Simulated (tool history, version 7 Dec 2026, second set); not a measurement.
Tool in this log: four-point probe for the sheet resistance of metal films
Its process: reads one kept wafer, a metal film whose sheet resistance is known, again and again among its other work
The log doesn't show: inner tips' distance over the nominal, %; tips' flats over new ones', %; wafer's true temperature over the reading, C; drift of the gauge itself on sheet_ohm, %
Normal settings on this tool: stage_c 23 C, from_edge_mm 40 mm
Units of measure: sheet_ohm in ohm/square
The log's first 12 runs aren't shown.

run     day  stage_c  from_edge_mm  touches since the probe head was changed  hours of work since the stage's thermometer was calibrated  sheet_ohm
 13  37.029       23            24                                     81684                                                         906   0.055608
 14  40.538       23            24                                     83278                                                         945   0.055616
 15  42.867       23            24                                     84337                                                         970   0.055607
 16  45.896       23            24                                     85715                                                        1004   0.055634
 17  49.892       23            37                                     87530                                                        1047   0.055608
 18  52.254       23            37                                     88604                                                        1073   0.055596
 19  56.450       23            37                                     90511                                                        1119   0.055608
 20  60.258       23            10                                     92242                                                        1161   0.055907
 21  63.408       23            40                                     93675                                                        1195   0.055615
 22  65.517       29            40                                     94632                                                        1219   0.055521
 23  69.038       29            40                                     96234                                                        1257   0.055548
 24  71.617       32            18                                     97405                                                        1285   0.055596
 25  73.967       24            67                                     98472                                                        1311   0.055631
     74.179  -- stage's thermometer calibrated
 26  76.912       19             8                                     99803                                                          30   0.056159
 27  79.275       27             9                                    100877                                                          56   0.055952
 28  83.367       27             9                                    102737                                                         101   0.055967

Run 29 has not been measured yet. What should we expect?
     84.154  -- stage's thermometer calibrated, once more
 29  85.867       30             4                                    103863                                                          19          ?

sheet_ohm: 0.057316 ohm/square
With no hidden state in the tool, this same run would have given sheet_ohm 0.056703 ohm/square.

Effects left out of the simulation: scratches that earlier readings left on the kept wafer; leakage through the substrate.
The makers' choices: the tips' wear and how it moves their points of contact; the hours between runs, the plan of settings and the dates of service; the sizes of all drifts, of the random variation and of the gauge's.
